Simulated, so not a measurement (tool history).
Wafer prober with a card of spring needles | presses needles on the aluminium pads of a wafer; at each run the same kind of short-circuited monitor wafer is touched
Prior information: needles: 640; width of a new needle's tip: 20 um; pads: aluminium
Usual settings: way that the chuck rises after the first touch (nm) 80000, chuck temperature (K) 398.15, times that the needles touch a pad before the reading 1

run,hour,way that the chuck rises after the first touch (nm),chuck temperature (K),times that the needles touch a pad before the reading,resistance of one needle with its contact and lead (mohm),way that a needle slides on the pad (nm)
1,0,80000,398.15,1,250,19140
2,44.5,80000,300.15,1,227,19130
3,67.2,80000,300.15,1,227,19120
4,110.8,80000,300.15,1,224,19130
5,134.9,95000,398.15,1,249,22730
6,166.3,68000,398.15,1,257,16280
7,211.9,93000,354.15,1,237,22230
8,244,73000,398.15,1,259,17470
9,271.4,73000,398.15,1,259,17450
10,317.1,73000,398.15,1,255,17450
11,361.1,76000,351.15,2,242,18160

Missing from the log above: 13 entries noted between runs. For each, name the pair of listed runs it sits between and say how the tool's hidden condition differs from the listed run just before to the listed run just after:
Logged between run 1 and run 2: tips cleaned on abrasive film (hour 17.2)
  debris on the tips, nm: 2 -> 3.1
Logged between run 2 and run 3: tips cleaned on abrasive film (hour 48.2)
  debris on the tips, nm: 3.1 -> 2.5
Logged between run 3 and run 4: tips cleaned on abrasive film (hour 79.7); tips cleaned on abrasive film (hour 107.8)
  debris on the tips, nm: 2.5 -> 0.7
Logged between run 4 and run 5: height of the first contact set anew (hour 134.9)
  debris on the tips, nm: 0.7 -> 3; way that the needles fall short of the set height, um: 0.01 -> 0
Logged between run 5 and run 6: tips cleaned on abrasive film (hour 139.1)
  both runs share identical hidden conditions
Logged between run 6 and run 7: tips cleaned on abrasive film (hour 169.4); tips cleaned on abrasive film (hour 200.5)
  debris on the tips, nm: 3 -> 1.8; tips' diameter, um: 20.01 -> 20.02
Logged between run 7 and run 8: tips cleaned on abrasive film (hour 231.8)
  debris on the tips, nm: 1.8 -> 2.1
Logged between run 8 and run 9: tips cleaned on abrasive film (hour 260.1)
  debris on the tips, nm: 2.1 -> 2
Logged between run 9 and run 10: tips cleaned on abrasive film (hour 290.1)
  debris on the tips, nm: 2 -> 3.1; way that the needles fall short of the set height, um: 0 -> 0.01
Logged between run 10 and run 11: tips cleaned on abrasive film (hour 320.4); tips cleaned on abrasive film (hour 350)
  debris on the tips, nm: 3.1 -> 1.9

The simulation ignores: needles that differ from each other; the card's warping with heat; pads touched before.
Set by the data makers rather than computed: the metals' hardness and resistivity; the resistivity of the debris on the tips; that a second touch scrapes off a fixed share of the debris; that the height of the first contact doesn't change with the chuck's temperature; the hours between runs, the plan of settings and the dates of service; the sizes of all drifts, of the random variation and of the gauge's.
